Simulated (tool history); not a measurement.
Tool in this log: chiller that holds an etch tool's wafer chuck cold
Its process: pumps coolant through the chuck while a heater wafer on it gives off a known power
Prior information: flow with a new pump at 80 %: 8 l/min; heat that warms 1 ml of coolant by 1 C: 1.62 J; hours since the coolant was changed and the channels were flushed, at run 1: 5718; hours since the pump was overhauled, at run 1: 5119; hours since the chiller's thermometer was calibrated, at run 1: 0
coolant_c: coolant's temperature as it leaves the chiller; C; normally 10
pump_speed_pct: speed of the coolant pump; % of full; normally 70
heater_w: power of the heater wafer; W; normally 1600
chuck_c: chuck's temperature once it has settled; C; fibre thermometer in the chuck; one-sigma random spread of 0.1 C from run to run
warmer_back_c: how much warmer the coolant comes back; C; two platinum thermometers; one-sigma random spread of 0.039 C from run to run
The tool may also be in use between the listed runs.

run	hour	coolant_c	pump_speed_pct	heater_w	hours since the coolant was changed and the channels were flushed	hours since the pump was overhauled	hours since the chiller's thermometer was calibrated	chuck_c	warmer_back_c
1	0.0	10	70	1600	5718	5119	0	27.5	8.43
# hour 148.5: coolant changed, channels flushed
2	168.1	10	70	1600	20	5281	162	27.5	8.38
3	373.2	10	70	1600	225	5486	367	27.4	8.34
4	536.9	10	70	1600	388	5650	531	27.4	8.33
5	750.8	5	70	1600	602	5864	745	22.4	8.28
6	889.2	5	70	1600	741	6002	883	22.5	8.26
7	1064.0	5	70	1600	915	6177	1058	22.5	8.30
8	1182.6	10	70	1600	1034	6295	1177	27.3	8.21
9	1276.5	10	98	1600	1128	6389	1271	24.2	5.83
10	1419.0	10	70	1600	1271	6532	1413	27.5	8.09
# hour 1475.5: coolant pump overhauled
11	1605.7	10	70	1600	1452	130	1595	27.5	8.10
12	1793.1	10	70	1600	1640	318	1782	27.2	8.03
13	1946.9	10	70	1600	1793	471	1936	27.2	8.05
14	2085.4	10	70	1600	1932	610	2074	27.4	8.02
15	2298.0	10	70	1600	2144	822	2287	27.4	7.95
# hour 2430.0: gauge calibrated
16	2444.9	10	70	1600	2291	969	2434	27.5	8.43
17	2604.3	16	92	1933	2451	1129	2593	33.8	7.77
18	2820.3	7	62	1600	2667	1345	2809	25.7	9.33
19	3037.3	7	62	1600	2884	1562	3026	25.7	9.33
20	3188.5	4	71	957	3035	1713	3178	14.3	4.77
21	3403.1	9	70	957	3250	1928	3392	19.3	4.87
22	3602.8	6	65	2034	3449	2127	3592	29.1	11.30
# hour 3814.5: chiller's thermometer calibrated
23	3824.8	15	82	943	3670	2348	10	24.3	3.96
24	3951.7	14	70	1361	3797	2475	137	28.8	6.86
25	4093.6	10	62	1607	3939	2617	279	28.8	9.20
26	4312.1	10	62	1607	4158	2836	498	28.8	9.12
27	4533.5	10	93	1600	4379	3057	719	24.7	6.04
28	4743.1	8	97	895	4589	3267	929	16.1	3.08
29	4835.1	15	71	961	4681	3359	1021	25.3	4.44
30	4944.3	15	71	961	4790	3468	1130	25.4	4.45
# hour 5040.8: gauge calibrated
31	5130.5	9	78	1279	4976	3654	1316	22.0	6.08

For each entry between runs, how does the tool's hidden state at the last listed run before it compare with that at the first listed run after it?
After run 1, before run 2: coolant changed, channels flushed (hour 148.5)
  heat passed by the chuck's channels, % of clean ones': 99.7 -> 100; drift of the gauge itself on warmer_back_c, C: 0 -> -0.03
  measured result minus the result with no hidden state, warmer_back_c: +0.01 -> -0.02 C
After run 10, before run 11: coolant pump overhauled (hour 1475.5)
  flow at a given pump speed, % of a new pump's: 99.9 -> 100; drift of the gauge itself on warmer_back_c, C: -0.27 -> -0.31
  measured result minus the result with no hidden state, warmer_back_c: -0.26 -> -0.30 C
After run 15, before run 16: gauge calibrated (hour 2430.0)
  drift of the gauge itself on warmer_back_c, C: -0.44 -> 0
  measured result minus the result with no hidden state, warmer_back_c: -0.44 -> +0.00 C
After run 22, before run 23: chiller's thermometer calibrated (hour 3814.5)
  flow at a given pump speed, % of a new pump's: 100 -> 99.9; coolant's true temperature over the reading, C: -0.01 -> 0; drift of the gauge itself on warmer_back_c, C: -0.23 -> -0.27
  measured result minus the result with no hidden state, warmer_back_c: -0.22 -> -0.27 C
After run 30, before run 31: gauge calibrated (hour 5040.8)
  drift of the gauge itself on warmer_back_c, C: -0.49 -> -0.02
  measured result minus the result with no hidden state, warmer_back_c: -0.48 -> -0.01 C
